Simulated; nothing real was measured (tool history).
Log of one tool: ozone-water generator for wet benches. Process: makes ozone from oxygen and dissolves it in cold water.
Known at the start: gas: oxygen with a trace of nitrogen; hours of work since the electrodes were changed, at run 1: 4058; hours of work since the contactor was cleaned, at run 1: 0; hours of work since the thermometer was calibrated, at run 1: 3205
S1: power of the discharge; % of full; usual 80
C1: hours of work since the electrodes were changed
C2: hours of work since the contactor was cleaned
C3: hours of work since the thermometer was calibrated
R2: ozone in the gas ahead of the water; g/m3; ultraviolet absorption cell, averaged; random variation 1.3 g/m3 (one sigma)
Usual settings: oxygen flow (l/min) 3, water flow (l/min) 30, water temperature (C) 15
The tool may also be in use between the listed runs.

{"run": 1, "hour": 0.0, "S1": 80, "oxygen flow (l/min)": 3, "water flow (l/min)": 30, "water temperature (C)": 15, "C1": 4058, "C2": 0, "C3": 3205, "dissolved ozone (ppm)": 15.7, "R2": 251.4}
{"run": 2, "hour": 125.6, "S1": 80, "oxygen flow (l/min)": 3, "water flow (l/min)": 30, "water temperature (C)": 15, "C1": 4182, "C2": 124, "C3": 3329, "dissolved ozone (ppm)": 15.6, "R2": 249.8}
{"run": 3, "hour": 337.3, "S1": 80, "oxygen flow (l/min)": 3, "water flow (l/min)": 30, "water temperature (C)": 13, "C1": 4391, "C2": 333, "C3": 3538, "dissolved ozone (ppm)": 15.6, "R2": 250.3}
{"run": 4, "hour": 497.9, "S1": 80, "oxygen flow (l/min)": 3, "water flow (l/min)": 30, "water temperature (C)": 15, "C1": 4549, "C2": 491, "C3": 3696, "dissolved ozone (ppm)": 15.5, "R2": 247.8}
{"run": 5, "hour": 693.1, "S1": 80, "oxygen flow (l/min)": 3, "water flow (l/min)": 30, "water temperature (C)": 15, "C1": 4741, "C2": 683, "C3": 3889, "dissolved ozone (ppm)": 15.4, "R2": 250.6}
{"run": 6, "hour": 792.4, "S1": 80, "oxygen flow (l/min)": 3, "water flow (l/min)": 30, "water temperature (C)": 15, "C1": 4839, "C2": 781, "C3": 3987, "dissolved ozone (ppm)": 15.6, "R2": 249.4}
{"run": 7, "hour": 901.7, "S1": 80, "oxygen flow (l/min)": 3, "water flow (l/min)": 28, "water temperature (C)": 15, "C1": 4947, "C2": 889, "C3": 4094, "dissolved ozone (ppm)": 16.6, "R2": 248.4}
{"run": 8, "hour": 1093.2, "S1": 80, "oxygen flow (l/min)": 3, "water flow (l/min)": 28, "water temperature (C)": 15, "C1": 5136, "C2": 1078, "C3": 4283, "dissolved ozone (ppm)": 16.5, "R2": 248.8}
{"run": 9, "hour": 1217.8, "S1": 80, "oxygen flow (l/min)": 3, "water flow (l/min)": 30, "water temperature (C)": 12, "C1": 5259, "C2": 1201, "C3": 4406, "dissolved ozone (ppm)": 15.9, "R2": 250.8}
{"run": 10, "hour": 1400.0, "S1": 80, "oxygen flow (l/min)": 3, "water flow (l/min)": 30, "water temperature (C)": 12, "C1": 5439, "C2": 1381, "C3": 4586, "dissolved ozone (ppm)": 15.7, "R2": 250.1}
{"run": 11, "hour": 1557.3, "S1": 80, "oxygen flow (l/min)": 5.12, "water flow (l/min)": 30, "water temperature (C)": 12, "C1": 5594, "C2": 1536, "C3": 4741, "dissolved ozone (ppm)": 18.3, "R2": 192.5}
{"run": 12, "hour": 1688.2, "S1": 80, "oxygen flow (l/min)": 5.12, "water flow (l/min)": 30, "water temperature (C)": 12, "C1": 5723, "C2": 1665, "C3": 4870, "dissolved ozone (ppm)": 18.1, "R2": 192.6}
{"run": 13, "hour": 1874.8, "S1": 80, "oxygen flow (l/min)": 5.12, "water flow (l/min)": 30, "water temperature (C)": 12, "C1": 5907, "C2": 1849, "C3": 5054, "dissolved ozone (ppm)": 18.5, "R2": 191.8}
{"hour": 2078.4, "done": "water thermometer calibrated"}
{"run": 14, "hour": 2103.9, "S1": 80, "oxygen flow (l/min)": 5.12, "water flow (l/min)": 30, "water temperature (C)": 12, "C1": 6132, "C2": 2074, "C3": 25, "dissolved ozone (ppm)": 18.2, "R2": 193.1}
{"run": 15, "hour": 2248.4, "S1": 80, "oxygen flow (l/min)": 3, "water flow (l/min)": 30, "water temperature (C)": 15, "C1": 6275, "C2": 2217, "C3": 168, "dissolved ozone (ppm)": 15.7, "R2": 248.5}
{"run": 16, "hour": 2475.4, "S1": 80, "oxygen flow (l/min)": 4.37, "water flow (l/min)": 30, "water temperature (C)": 15, "C1": 6499, "C2": 2441, "C3": 391, "dissolved ozone (ppm)": 17.1, "R2": 207.2}
{"run": 17, "hour": 2591.8, "S1": 80, "oxygen flow (l/min)": 4.37, "water flow (l/min)": 30, "water temperature (C)": 15, "C1": 6613, "C2": 2555, "C3": 506, "dissolved ozone (ppm)": 17.3, "R2": 207.7}
{"run": 18, "hour": 2728.0, "S1": 80, "oxygen flow (l/min)": 4.37, "water flow (l/min)": 24, "water temperature (C)": 15, "C1": 6748, "C2": 2690, "C3": 641, "dissolved ozone (ppm)": 20.8, "R2": 207.8}
{"run": 19, "hour": 2881.4, "S1": 80, "oxygen flow (l/min)": 4.37, "water flow (l/min)": 24, "water temperature (C)": 15, "C1": 6899, "C2": 2841, "C3": 792, "dissolved ozone (ppm)": 20.6, "R2": 208.4}
{"run": 20, "hour": 3035.6, "S1": 80, "oxygen flow (l/min)": 4.37, "water flow (l/min)": 24, "water temperature (C)": 15, "C1": 7051, "C2": 2993, "C3": 944, "dissolved ozone (ppm)": 20.4, "R2": 208.1}
{"run": 21, "hour": 3153.3, "S1": 43, "oxygen flow (l/min)": 3, "water flow (l/min)": 24, "water temperature (C)": 20, "C1": 7167, "C2": 3109, "C3": 1060, "dissolved ozone (ppm)": 11.1, "R2": 150.5}
{"run": 22, "hour": 3361.9, "S1": 65, "oxygen flow (l/min)": 5.08, "water flow (l/min)": 39, "water temperature (C)": 9, "C1": 7373, "C2": 3315, "C3": 1266, "dissolved ozone (ppm)": 12.8, "R2": 165.1}
{"run": 23, "hour": 3532.2, "S1": 65, "oxygen flow (l/min)": 5.08, "water flow (l/min)": 39, "water temperature (C)": 9, "C1": 7541, "C2": 3483, "C3": 1434, "dissolved ozone (ppm)": 12.5, "R2": 163.2}
{"run": 24, "hour": 3650.6, "S1": 71, "oxygen flow (l/min)": 5.08, "water flow (l/min)": 35, "water temperature (C)": 10, "C1": 7657, "C2": 3599, "C3": 1550, "dissolved ozone (ppm)": 14.9, "R2": 175.6}
{"run": 25, "hour": 3782.2, "S1": 71, "oxygen flow (l/min)": 5.08, "water flow (l/min)": 34, "water temperature (C)": 10, "C1": 7787, "C2": 3729, "C3": 1680, "dissolved ozone (ppm)": 15.1, "R2": 176.7}
{"run": 26, "hour": 3878.7, "S1": 71, "oxygen flow (l/min)": 5.08, "water flow (l/min)": 34, "water temperature (C)": 10, "C1": 7882, "C2": 3824, "C3": 1775, "dissolved ozone (ppm)": 15.1, "R2": 174.3}
{"run": 27, "hour": 4104.2, "S1": 86, "oxygen flow (l/min)": 5.08, "water flow (l/min)": 34, "water temperature (C)": 10, "C1": 8105, "C2": 4047, "C3": 1998, "dissolved ozone (ppm)": 17.8, "R2": 202.5}
{"run": 28, "hour": 4263.1, "S1": 80, "oxygen flow (l/min)": 2.31, "water flow (l/min)": 30, "water temperature (C)": 15, "C1": 8261, "C2": 4203, "C3": 2154, "dissolved ozone (ppm)": 14.3, "R2": 282}
{"run": 29, "hour": 4461.2, "S1": 80, "oxygen flow (l/min)": 3, "water flow (l/min)": 30, "water temperature (C)": 23, "C1": 8457, "C2": 4399, "C3": 2350, "dissolved ozone (ppm)": 14.6, "R2": 247.6}
{"hour": 4549.0, "done": "contactor cleaned"}
{"run": 30, "hour": 4630.1, "S1": 90, "oxygen flow (l/min)": 3.09, "water flow (l/min)": 31, "water temperature (C)": 21, "C1": 8619, "C2": 80, "C3": 2512, "dissolved ozone (ppm)": 16.1, "R2": 268.8}
{"run": 31, "hour": 4824.2, "S1": 47, "oxygen flow (l/min)": 1.51, "water flow (l/min)": 40, "water temperature (C)": 9, "C1": 8811, "C2": 271, "C3": 2704, "dissolved ozone (ppm)": 6.2, "R2": 223.6}
{"run": 32, "hour": 4931.7, "S1": 42, "oxygen flow (l/min)": 4.4, "water flow (l/min)": 18, "water temperature (C)": 15, "C1": 8917, "C2": 377, "C3": 2810, "dissolved ozone (ppm)": 15.2, "R2": 122.9}

Hidden state at the last listed run before each entry between runs and at the first one after, where it differs:
Between runs 13 and 14: water thermometer calibrated (hour 2078.4)
  true water temperature over the reading, C: 0.01 -> 0
Between runs 29 and 30: contactor cleaned (hour 4549)
  contactor's efficiency, % of a clean one's: 99.9 -> 100
